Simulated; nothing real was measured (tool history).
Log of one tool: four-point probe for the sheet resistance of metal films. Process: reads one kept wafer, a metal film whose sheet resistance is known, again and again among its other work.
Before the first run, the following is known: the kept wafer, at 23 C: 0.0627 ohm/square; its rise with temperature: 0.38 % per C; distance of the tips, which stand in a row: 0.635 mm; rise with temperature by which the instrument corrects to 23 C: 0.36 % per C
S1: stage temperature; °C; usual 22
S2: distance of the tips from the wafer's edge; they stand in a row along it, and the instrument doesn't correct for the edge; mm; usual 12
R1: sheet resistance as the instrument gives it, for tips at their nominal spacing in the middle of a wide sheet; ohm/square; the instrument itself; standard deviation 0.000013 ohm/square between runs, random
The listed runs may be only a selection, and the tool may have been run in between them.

run 1 hour=0 | S1=22 S2=12 | R1=0.062841
run 2 hour=19.5 | S1=22 S2=12 | R1=0.062815
run 3 hour=44.7 | S1=22 S2=12 | R1=0.062845
run 4 hour=82.2 | S1=22 S2=12 | R1=0.062848
run 5 hour=105.5 | S1=21 S2=12 | R1=0.06283
run 6 hour=128.7 | S1=21 S2=12 | R1=0.062836
run 7 hour=162.9 | S1=22 S2=11 | R1=0.062865
run 8 hour=198.6 | S1=22 S2=11 | R1=0.062859
run 9 hour=232.6 | S1=22 S2=11 | R1=0.062885
run 10 hour=260.3 | S1=27 S2=12 | R1=0.062925
run 11 hour=279.2 | S1=27 S2=12 | R1=0.062895
run 12 hour=294.5 | S1=27 S2=12 | R1=0.062916
run 13 hour=313.8 | S1=28 S2=12 | R1=0.062934
run 14 hour=342.1 | S1=22 S2=12 | R1=0.062856
run 15 hour=363.9 | S1=22 S2=12 | R1=0.062875
run 16 hour=384.9 | S1=22 S2=14 | R1=0.062864
run 17 hour=418.3 | S1=22 S2=14 | R1=0.062871
run 18 hour=434.2 | S1=22 S2=14 | R1=0.062866
run 19 hour=463.1 | S1=22 S2=4 | R1=0.063643
run 20 hour=494 | S1=22 S2=4 | R1=0.063666
run 21 hour=520.1 | S1=22 S2=4 | R1=0.06361
run 22 hour=557.3 | S1=26 S2=12 | R1=0.062955
-- hour=569.4 stage's thermometer calibrated
run 23 hour=581 | S1=22 S2=14 | R1=0.06284
run 24 hour=608.5 | S1=29 S2=8 | R1=0.063073
run 25 hour=638.7 | S1=33 S2=17 | R1=0.062936
run 26 hour=656 | S1=32 S2=28 | R1=0.062921
run 27 hour=680.1 | S1=24 S2=6 | R1=0.063184
run 28 hour=695.7 | S1=30 S2=12 | R1=0.062959
run 29 hour=716.8 | S1=26 S2=22 | R1=0.062845
run 30 hour=736.7 | S1=33 S2=5 | R1=0.063465
run 31 hour=774.4 | S1=33 S2=5 | R1=0.063464
run 32 hour=791.8 | S1=18 S2=16 | R1=0.062794
run 33 hour=809.1 | S1=33 S2=6 | R1=0.063312
run 34 hour=833.5 | S1=21 S2=8 | R1=0.062989
run 35 hour=854.6 | S1=21 S2=8 | R1=0.06301
run 36 hour=891.5 | S1=22 S2=37 | R1=0.062806
run 37 hour=922.5 | S1=22 S2=43 | R1=0.062813
run 38 hour=960.2 | S1=22 S2=43 | R1=0.062831
run 39 hour=978.9 | S1=34 S2=4 | R1=0.063798
run 40 hour=1012.3 | S1=19 S2=6 | R1=0.063163
run 41 hour=1027.9 | S1=22 S2=4 | R1=0.063663
run 42 hour=1051.1 | S1=22 S2=4 | R1=0.063661
run 43 hour=1076.1 | S1=22 S2=10 | R1=0.062954
run 44 hour=1110.4 | S1=22 S2=10 | R1=0.062958

Results per run with the tool's hidden condition removed, run-to-run variation unchanged:
What the log doesn't record here: inner tips' distance over the nominal, %; tips' flats over new ones', %; wafer's true temperature over the reading, C; drift of the gauge itself on sheet_ohm, %.
run=1 R1=0.062796
run=2 R1=0.062767
run=3 R1=0.062794
run=4 R1=0.062792
run=5 R1=0.062771
run=6 R1=0.062773
run=7 R1=0.062798
run=8 R1=0.062787
run=9 R1=0.062809
run=10 R1=0.062846
run=11 R1=0.062814
run=12 R1=0.062833
run=13 R1=0.062848
run=14 R1=0.062765
run=15 R1=0.062782
run=16 R1=0.062769
run=17 R1=0.06277
run=18 R1=0.062764
run=19 R1=0.063536
run=20 R1=0.063555
run=21 R1=0.063495
run=22 R1=0.062837
run=23 R1=0.062763
run=24 R1=0.062993
run=25 R1=0.062851
run=26 R1=0.062834
run=27 R1=0.063094
run=28 R1=0.062868
run=29 R1=0.06275
run=30 R1=0.063367
run=31 R1=0.063362
run=32 R1=0.06269
run=33 R1=0.063205
run=34 R1=0.062879
run=35 R1=0.062897
run=36 R1=0.062689
run=37 R1=0.062692
run=38 R1=0.062705
run=39 R1=0.063668
run=40 R1=0.063029
run=41 R1=0.063526
run=42 R1=0.06352
run=43 R1=0.062812
run=44 R1=0.062811
